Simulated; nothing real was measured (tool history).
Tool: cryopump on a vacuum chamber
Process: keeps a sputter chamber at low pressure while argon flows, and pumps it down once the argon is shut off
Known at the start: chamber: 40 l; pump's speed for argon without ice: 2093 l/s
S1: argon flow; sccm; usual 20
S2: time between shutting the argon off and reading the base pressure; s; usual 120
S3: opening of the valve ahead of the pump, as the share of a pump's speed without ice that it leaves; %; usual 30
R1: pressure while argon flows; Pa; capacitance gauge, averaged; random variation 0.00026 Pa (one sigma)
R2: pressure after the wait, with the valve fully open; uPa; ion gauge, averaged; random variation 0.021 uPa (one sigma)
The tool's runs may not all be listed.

run	day	S1	S2	S3	R1	R2
1	0.000	20	120	30	0.0544	0.84
2	1.662	31	120	30	0.0839	0.90
3	3.258	31	120	30	0.0842	0.94
4	4.508	31	120	30	0.0846	0.95
5	6.229	31	120	30	0.0850	1.00
6	7.633	31	120	30	0.0853	1.00
7	8.750	9	120	30	0.0250	1.01
8	10.383	9	120	30	0.0254	1.01
9	11.200	9	120	30	0.0246	0.98
10	12.888	9	120	30	0.0251	1.03
11	14.621	9	120	30	0.0249	1.09
12	15.958	9	120	30	0.0250	1.08
13	17.321	20	120	30	0.0562	1.03
14	18.083	20	120	30	0.0565	1.10
15	19.579	20	120	30	0.0564	1.16
16	20.425	20	120	30	0.0565	1.14
17	21.475	8	120	30	0.0227	0.41
18	22.188	8	120	30	0.0223	0.40
19	24.150	8	120	30	0.0220	0.37
20	25.621	24	131	26	0.0747	0.39
21	26.675	24	131	40	0.0489	0.42
22	27.388	20	247	26	0.0625	0.33
23	28.808	8	23	26	0.0248	1.35
24	29.767	14	167	30	0.0381	0.37
25	31.088	8	170	45	0.0148	0.41
26	32.362	30	170	45	0.0554	0.38
27	33.604	9	170	30	0.0245	0.41
28	34.512	9	170	30	0.0248	0.45
29	35.892	20	207	57	0.0297	0.41
30	36.933	20	207	57	0.0302	0.37
31	38.188	9	90	18	0.0412	0.55
32	38.971	22	120	32	0.0578	0.52
33	39.846	9	40	49	0.0155	0.95
34	41.162	20	148	46	0.0370	0.53
35	42.304	27	204	22	0.1021	0.46

Taken out of this log: 2 entries between the listed runs. Where each belongs, and how the hidden state differs across it:
Between runs 16 and 17: leaking fittings of the chamber tightened, without venting (day 20.608)
  pump's speed, % of a pump's without ice: 85.9 -> 85.4; cold plate's temperature, K: 12.29 -> 12.3; leak into the chamber, uPa l/s: 1672 -> 356
  measured less the result without the state, R1: +0.0028 -> +0.0012 Pa; R2: +0.79 -> +0.06 uPa
Between runs 18 and 19: pump warmed up, emptied and cooled again (day 23.921)
  pump's speed, % of a pump's without ice: 84.9 -> 99.7; cold plate's temperature, K: 12.31 -> 12.34; leak into the chamber, uPa l/s: 365 -> 389
  measured less the result without the state, R1: +0.0012 -> +0.0001 Pa; R2: +0.06 -> +0.04 uPa

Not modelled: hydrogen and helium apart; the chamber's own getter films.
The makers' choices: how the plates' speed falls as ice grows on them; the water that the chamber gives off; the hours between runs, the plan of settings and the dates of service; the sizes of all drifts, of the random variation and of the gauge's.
